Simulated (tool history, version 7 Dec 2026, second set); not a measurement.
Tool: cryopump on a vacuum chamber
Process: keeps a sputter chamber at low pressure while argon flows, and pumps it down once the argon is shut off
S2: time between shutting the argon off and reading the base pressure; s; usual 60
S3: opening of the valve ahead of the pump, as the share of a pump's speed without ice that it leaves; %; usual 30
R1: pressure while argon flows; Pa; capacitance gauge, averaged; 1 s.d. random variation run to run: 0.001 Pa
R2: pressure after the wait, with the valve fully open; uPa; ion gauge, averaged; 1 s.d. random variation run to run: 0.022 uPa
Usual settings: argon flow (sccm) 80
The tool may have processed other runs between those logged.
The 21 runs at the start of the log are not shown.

Run 22, hour 757.0: usual settings but argon flow (sccm) 34, S2 185 s, S3 43 %. Result: R1 0.0687 Pa, R2 0.48 uPa.
Run 23, hour 796.1: usual settings but argon flow (sccm) 34, S2 185 s, S3 43 %. Result: R1 0.0684 Pa, R2 0.52 uPa.
Run 24, hour 842.8: usual settings but argon flow (sccm) 82, S2 115 s, S3 49 %. Result: R1 0.1475 Pa, R2 0.63 uPa.
Run 25, hour 874.4: usual settings but argon flow (sccm) 37, S2 106 s, S3 39 %. Result: R1 0.0819 Pa, R2 0.67 uPa.
Run 26, hour 911.9: usual settings but argon flow (sccm) 37, S2 106 s, S3 39 %. Result: R1 0.0826 Pa, R2 0.74 uPa.
Run 27, hour 939.3: usual settings but argon flow (sccm) 32, S3 24 %. Result: R1 0.1143 Pa, R2 0.99 uPa.
Run 28, hour 963.8: usual settings but argon flow (sccm) 32, S2 257 s, S3 24 %. Result: R1 0.1148 Pa, R2 0.54 uPa.
Run 29, hour 991.1: usual settings but argon flow (sccm) 86, S2 257 s, S3 57 %. Result: R1 0.1361 Pa, R2 0.60 uPa.
Run 30, hour 1024.8: usual settings but argon flow (sccm) 50, S2 173 s, S3 57 %. Result: R1 0.0798 Pa, R2 0.68 uPa.
Run 31, hour 1057.0: usual settings but S3 21 %. Result: R1 0.3286 Pa, R2 1.03 uPa.
Run 32, hour 1104.3: usual settings but argon flow (sccm) 52, S3 21 %. Result: R1 0.2137 Pa, R2 1.04 uPa.
Run 33, hour 1137.9: usual settings but S2 49 s. Result: R1 0.2352 Pa, R2 1.21 uPa.
Run 34, hour 1175.7: usual settings but argon flow (sccm) 68, S2 49 s. Result: R1 0.2007 Pa, R2 1.23 uPa.
Run 35, hour 1196.1: usual settings but S3 45 %. Result: R1 0.1613 Pa, R2 1.06 uPa.

Predict each of these 3 candidate next runs independently; none follows another, all start after run 35:
Run A, hour 1234.3: usual settings but argon flow (sccm) 43, S2 24 s, S3 45 %. Result: R1 ?, R2 ?.
Run B, hour 1234.3: usual settings but S3 39 %. Result: R1 ?, R2 ?.
Run C, hour 1234.3: usual settings but argon flow (sccm) 44, S2 41 s, S3 26 %. Result: R1 ?, R2 ?.

run      R1    R2
  A  0.0870  1.94
  B  0.1844  1.13
  C  0.1492  1.38
With the hidden condition removed and each run's random variation left untouched, the same runs would have given:
run      R1    R2
  A  0.0801  1.47
  B  0.1718  0.66
  C  0.1422  0.91
